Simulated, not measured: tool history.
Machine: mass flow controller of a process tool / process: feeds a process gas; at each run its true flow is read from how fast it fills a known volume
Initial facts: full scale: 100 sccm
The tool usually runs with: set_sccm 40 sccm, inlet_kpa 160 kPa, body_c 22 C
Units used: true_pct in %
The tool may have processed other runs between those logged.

run	day	set_sccm	inlet_kpa	body_c	true_pct
1	0	40	160	22	98.6
2	7.258	40	160	22	98.78
3	11.346	40	160	22	99.13
4	16.3	40	160	36	100.64
5	23.142	40	160	36	101.04
6	26.862	40	160	36	100.98
7	31.85	40	189	22	99.32
8	38.167	40	189	22	99.58
9	45.867	40	189	22	99.78
10	53.612	40	160	22	99.99
11	58.025	40	160	22	100.16
12	61.833	40	160	22	100.25
13	66.775	40	160	22	100.41
14	71.021	40	160	25	100.67
15	75.1	40	183	22	100.64
16	80.638	40	183	22	100.67
# day 83.975: gauge calibrated
17	86.004	11	211	24	98.13
18	92.708	11	211	24	98.43
19	100.175	11	228	24	98.46
20	106.171	19	166	34	100.08
21	113.038	19	166	34	100.32
22	116.55	19	166	34	100.39
23	123.162	11	264	34	100.08
24	130.179	53	221	39	101.88
25	133.379	15	221	36	100.73
26	138.375	48	146	30	101.31
27	143.133	40	149	20	100.03
28	146.892	12	149	21	99.62
29	151.85	12	149	21	99.91
30	157.683	16	160	22	100.13
31	161.988	67	219	22	100.84

5 options for the next run, each taken on its own from the tool as it stands now. Forecast them:
A	167.492	47	219	38	?
B	167.492	41	146	22	?
C	167.492	67	219	35	?
D	167.492	78	160	22	?
E	167.492	40	160	23	?

run	true_pct
A	102.63
B	100.82
C	102.64
D	101.59
E	100.95
Stripped of hidden state, with their random variation kept, the same runs would have yielded:
run	true_pct
A	100.46
B	98.69
C	100.46
D	99.43
E	98.81
